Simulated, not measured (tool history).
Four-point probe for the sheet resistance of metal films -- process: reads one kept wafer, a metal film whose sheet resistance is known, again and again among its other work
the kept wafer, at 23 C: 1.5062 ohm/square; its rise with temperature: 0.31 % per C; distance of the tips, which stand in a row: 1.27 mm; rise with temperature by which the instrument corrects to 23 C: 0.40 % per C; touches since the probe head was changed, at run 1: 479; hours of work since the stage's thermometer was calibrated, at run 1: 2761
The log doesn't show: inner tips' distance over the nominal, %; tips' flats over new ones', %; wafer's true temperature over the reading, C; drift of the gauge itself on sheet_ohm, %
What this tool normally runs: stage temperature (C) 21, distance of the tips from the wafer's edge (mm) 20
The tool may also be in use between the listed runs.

run	hour	stage temperature (C)	distance of the tips from the wafer's edge (mm)	touches since the probe head was changed	hours of work since the stage's thermometer was calibrated	sheet resistance as the instrument gives it (ohm/square)
1	0.0	21	20	479	2761	1.513754
2	119.8	31	20	2324	2815	1.500693
# hour 125.8: stage's thermometer calibrated
3	204.1	32	20	3614	36	1.500395
4	260.1	32	20	4476	61	1.500442
5	336.8	32	20	5658	96	1.500691
6	436.1	21	20	7187	141	1.515603
7	542.2	21	20	8821	189	1.515624
8	601.3	21	20	9732	216	1.515550
# hour 691.1: stage's thermometer calibrated, once more
9	709.7	21	22	11392	8	1.511976
10	832.9	20	20	13290	64	1.514408
11	920.6	25	20	14640	104	1.507949
12	972.1	25	20	15433	128	1.507921
13	1033.8	21	20	16384	156	1.513517
14	1091.2	21	20	17268	182	1.513544
15	1212.0	21	20	19128	236	1.513457
16	1323.0	21	20	20836	287	1.513624
17	1444.3	21	20	22704	342	1.514178
18	1528.1	21	20	23995	380	1.514384
19	1626.8	21	20	25514	425	1.514355
20	1712.8	21	20	26838	464	1.514952
21	1786.8	21	20	27978	497	1.514643
22	1852.3	21	20	28987	527	1.514618
23	1930.8	34	20	30196	563	1.498106
24	2033.4	34	20	31776	609	1.498156
25	2093.1	24	11	32695	636	1.518888
26	2202.9	19	3	34386	686	1.647053
27	2290.6	29	10	35737	726	1.514961
28	2397.1	29	18	37376	774	1.505840
29	2489.7	29	18	38802	816	1.506285
30	2541.2	29	18	39596	840	1.506659
31	2652.0	21	41	41302	890	1.514017
32	2723.7	27	8	42405	923	1.525197
33	2832.5	27	8	44081	972	1.525434
34	2936.5	19	72	45683	1019	1.516432
35	3054.7	19	72	47503	1073	1.516837
36	3136.4	26	46	48761	1110	1.507730
37	3194.8	32	8	49660	1136	1.519926
38	3277.1	21	19	50927	1174	1.517591
39	3367.7	21	19	52322	1215	1.517977
40	3438.9	22	20	53419	1247	1.516215
41	3500.8	22	20	54372	1275	1.516995
42	3565.6	21	16	55370	1305	1.520151
43	3662.9	30	5	56869	1349	1.553873
44	3737.0	30	5	58009	1383	1.553708
45	3846.9	30	5	59702	1432	1.553469

Results for each run, recomputed without the tool's hidden state and with each run's random variation untouched:
run	sheet resistance as the instrument gives it (ohm/square)
1	1.512643
2	1.499420
3	1.497921
4	1.497862
5	1.497974
6	1.512574
7	1.512394
8	1.512210
9	1.511489
10	1.513671
11	1.507038
12	1.506910
13	1.512385
14	1.512311
15	1.511978
16	1.511939
17	1.512285
18	1.512334
19	1.512123
20	1.512549
21	1.512098
22	1.511947
23	1.495329
24	1.495196
25	1.515773
26	1.643470
27	1.511480
28	1.502166
29	1.502417
30	1.502695
31	1.509803
32	1.520843
33	1.520873
34	1.511666
35	1.511852
36	1.502642
37	1.514695
38	1.512189
39	1.512393
40	1.510508
41	1.511175
42	1.514178
43	1.547616
44	1.547309
45	1.546869

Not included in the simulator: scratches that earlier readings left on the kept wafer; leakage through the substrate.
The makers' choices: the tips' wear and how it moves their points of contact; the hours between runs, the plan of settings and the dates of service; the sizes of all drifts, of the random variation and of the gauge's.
